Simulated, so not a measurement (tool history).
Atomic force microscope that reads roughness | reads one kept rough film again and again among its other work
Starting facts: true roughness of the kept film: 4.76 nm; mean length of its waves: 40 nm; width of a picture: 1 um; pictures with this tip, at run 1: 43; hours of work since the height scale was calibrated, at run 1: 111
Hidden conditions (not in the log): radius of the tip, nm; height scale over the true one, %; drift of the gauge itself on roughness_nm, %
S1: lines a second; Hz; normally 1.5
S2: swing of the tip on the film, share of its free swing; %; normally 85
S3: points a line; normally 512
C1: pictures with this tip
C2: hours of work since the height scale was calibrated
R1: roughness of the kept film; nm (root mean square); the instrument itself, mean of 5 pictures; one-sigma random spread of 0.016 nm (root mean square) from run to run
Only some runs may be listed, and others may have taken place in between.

{"run": 1, "hour": 0.0, "S1": 1.5, "S2": 85, "S3": 512, "C1": 43, "C2": 111, "R1": 3.835}
{"run": 2, "hour": 6.5, "S1": 1.5, "S2": 83, "S3": 512, "C1": 50, "C2": 116, "R1": 3.868}
{"run": 3, "hour": 19.4, "S1": 1.5, "S2": 83, "S3": 512, "C1": 66, "C2": 126, "R1": 3.886}
{"run": 4, "hour": 29.9, "S1": 1.5, "S2": 85, "S3": 512, "C1": 78, "C2": 134, "R1": 3.866}
{"hour": 38.9, "done": "new tip fitted"}
{"run": 5, "hour": 39.4, "S1": 1.5, "S2": 85, "S3": 512, "C1": 0, "C2": 141, "R1": 3.843}
{"run": 6, "hour": 54.0, "S1": 1.5, "S2": 85, "S3": 512, "C1": 18, "C2": 152, "R1": 3.801}
{"run": 7, "hour": 68.6, "S1": 1.5, "S2": 85, "S3": 512, "C1": 35, "C2": 163, "R1": 3.843}
{"run": 8, "hour": 77.3, "S1": 1.5, "S2": 85, "S3": 512, "C1": 46, "C2": 170, "R1": 3.845}
{"run": 9, "hour": 83.3, "S1": 1.5, "S2": 85, "S3": 512, "C1": 53, "C2": 175, "R1": 3.819}
{"run": 10, "hour": 92.2, "S1": 1.5, "S2": 85, "S3": 512, "C1": 64, "C2": 182, "R1": 3.817}
{"run": 11, "hour": 100.8, "S1": 1.5, "S2": 85, "S3": 512, "C1": 74, "C2": 188, "R1": 3.799}
{"run": 12, "hour": 111.0, "S1": 1.5, "S2": 88, "S3": 512, "C1": 86, "C2": 196, "R1": 3.739}
{"hour": 113.3, "done": "new tip fitted"}
{"run": 13, "hour": 117.4, "S1": 1.5, "S2": 88, "S3": 512, "C1": 5, "C2": 201, "R1": 3.75}
{"run": 14, "hour": 130.0, "S1": 1.5, "S2": 76, "S3": 512, "C1": 20, "C2": 210, "R1": 4.071}
{"run": 15, "hour": 144.3, "S1": 1.5, "S2": 76, "S3": 512, "C1": 37, "C2": 221, "R1": 4.027}
{"run": 16, "hour": 152.1, "S1": 1.5, "S2": 76, "S3": 512, "C1": 46, "C2": 227, "R1": 4.047}
{"run": 17, "hour": 159.5, "S1": 1.5, "S2": 76, "S3": 512, "C1": 55, "C2": 233, "R1": 4.014}
{"run": 18, "hour": 166.3, "S1": 1.5, "S2": 76, "S3": 512, "C1": 63, "C2": 238, "R1": 4.016}
{"run": 19, "hour": 178.8, "S1": 1.5, "S2": 76, "S3": 512, "C1": 78, "C2": 248, "R1": 4.033}
{"hour": 188.4, "done": "new tip fitted"}
{"run": 20, "hour": 190.0, "S1": 2.48, "S2": 85, "S3": 512, "C1": 2, "C2": 256, "R1": 3.468}
{"run": 21, "hour": 202.7, "S1": 1.5, "S2": 85, "S3": 616, "C1": 17, "C2": 266, "R1": 3.86}
{"run": 22, "hour": 216.0, "S1": 1.05, "S2": 86, "S3": 512, "C1": 33, "C2": 276, "R1": 3.983}
{"run": 23, "hour": 226.2, "S1": 1.51, "S2": 85, "S3": 435, "C1": 46, "C2": 284, "R1": 3.807}
{"run": 24, "hour": 238.7, "S1": 1.24, "S2": 85, "S3": 628, "C1": 61, "C2": 294, "R1": 3.917}
{"run": 25, "hour": 248.6, "S1": 1.24, "S2": 85, "S3": 628, "C1": 73, "C2": 301, "R1": 3.929}
{"run": 26, "hour": 255.9, "S1": 1.24, "S2": 85, "S3": 628, "C1": 81, "C2": 307, "R1": 3.934}
{"hour": 262.8, "done": "new tip fitted"}
{"run": 27, "hour": 266.8, "S1": 1.24, "S2": 85, "S3": 628, "C1": 5, "C2": 315, "R1": 3.926}
{"run": 28, "hour": 274.5, "S1": 1.72, "S2": 78, "S3": 449, "C1": 14, "C2": 321, "R1": 3.934}
{"run": 29, "hour": 281.9, "S1": 1.72, "S2": 59, "S3": 938, "C1": 23, "C2": 326, "R1": 4.284}
{"run": 30, "hour": 290.4, "S1": 1.72, "S2": 59, "S3": 938, "C1": 33, "C2": 333, "R1": 4.313}
{"run": 31, "hour": 300.2, "S1": 1.72, "S2": 73, "S3": 758, "C1": 45, "C2": 340, "R1": 4.072}
{"run": 32, "hour": 311.2, "S1": 1.5, "S2": 61, "S3": 315, "C1": 58, "C2": 349, "R1": 4.277}
{"run": 33, "hour": 319.4, "S1": 1.5, "S2": 61, "S3": 315, "C1": 68, "C2": 355, "R1": 4.231}
{"run": 34, "hour": 332.3, "S1": 0.71, "S2": 74, "S3": 407, "C1": 84, "C2": 365, "R1": 4.275}
{"hour": 337.6, "done": "new tip fitted"}
{"run": 35, "hour": 345.6, "S1": 1.95, "S2": 56, "S3": 1021, "C1": 10, "C2": 375, "R1": 4.323}
{"run": 36, "hour": 356.8, "S1": 1.01, "S2": 84, "S3": 614, "C1": 23, "C2": 384, "R1": 4.017}
{"run": 37, "hour": 365.2, "S1": 1.77, "S2": 78, "S3": 390, "C1": 33, "C2": 390, "R1": 3.919}
{"run": 38, "hour": 372.2, "S1": 3.56, "S2": 59, "S3": 582, "C1": 42, "C2": 396, "R1": 4.119}
{"run": 39, "hour": 380.1, "S1": 1.5, "S2": 80, "S3": 471, "C1": 51, "C2": 402, "R1": 3.927}
{"run": 40, "hour": 393.6, "S1": 0.73, "S2": 65, "S3": 439, "C1": 68, "C2": 412, "R1": 4.353}

How the hidden state differs across the entries between the runs, from the last listed run before each to the first after it:
Runs 4 to 5: new tip fitted (hour 38.9)
  radius of the tip, nm: 5.1 -> 5
Runs 12 to 13: new tip fitted (hour 113.3)
  radius of the tip, nm: 5.1 -> 5
Runs 19 to 20: new tip fitted (hour 188.4)
  radius of the tip, nm: 5.1 -> 5
Runs 26 to 27: new tip fitted (hour 262.8)
  radius of the tip, nm: 5.1 -> 5
Runs 34 to 35: new tip fitted (hour 337.6)
  radius of the tip, nm: 5.1 -> 5
